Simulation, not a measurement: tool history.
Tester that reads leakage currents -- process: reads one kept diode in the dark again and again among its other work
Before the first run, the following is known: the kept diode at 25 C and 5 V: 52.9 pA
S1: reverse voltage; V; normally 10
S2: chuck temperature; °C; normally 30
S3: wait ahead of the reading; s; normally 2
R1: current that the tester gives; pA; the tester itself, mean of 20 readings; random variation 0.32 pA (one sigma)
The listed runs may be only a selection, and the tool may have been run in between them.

run     day    S1  S2    S3      R1
  1       0    10  30     2   98.63
  2   3.292    10  30  0.41  102.04
  3   6.108  14.9  30  0.41  118.46
  4   8.546  14.9  30  0.41   118.2
  5  13.083  14.4  30     2  111.67
  6  15.479  14.4  30     2  110.33
  7  19.212   8.8  30     2   92.99
  8  22.742   8.8  30     2   92.49
  9  25.008   8.8  30     2   92.33

Run 10 has not been measured yet. What should we expect?
 10  27.921  8.8  30   2   ?

R1: 93.07 pA
Take away the tool's hidden state, keep the run-to-run variation as it was, and the same run would have given R1 102.18 pA.

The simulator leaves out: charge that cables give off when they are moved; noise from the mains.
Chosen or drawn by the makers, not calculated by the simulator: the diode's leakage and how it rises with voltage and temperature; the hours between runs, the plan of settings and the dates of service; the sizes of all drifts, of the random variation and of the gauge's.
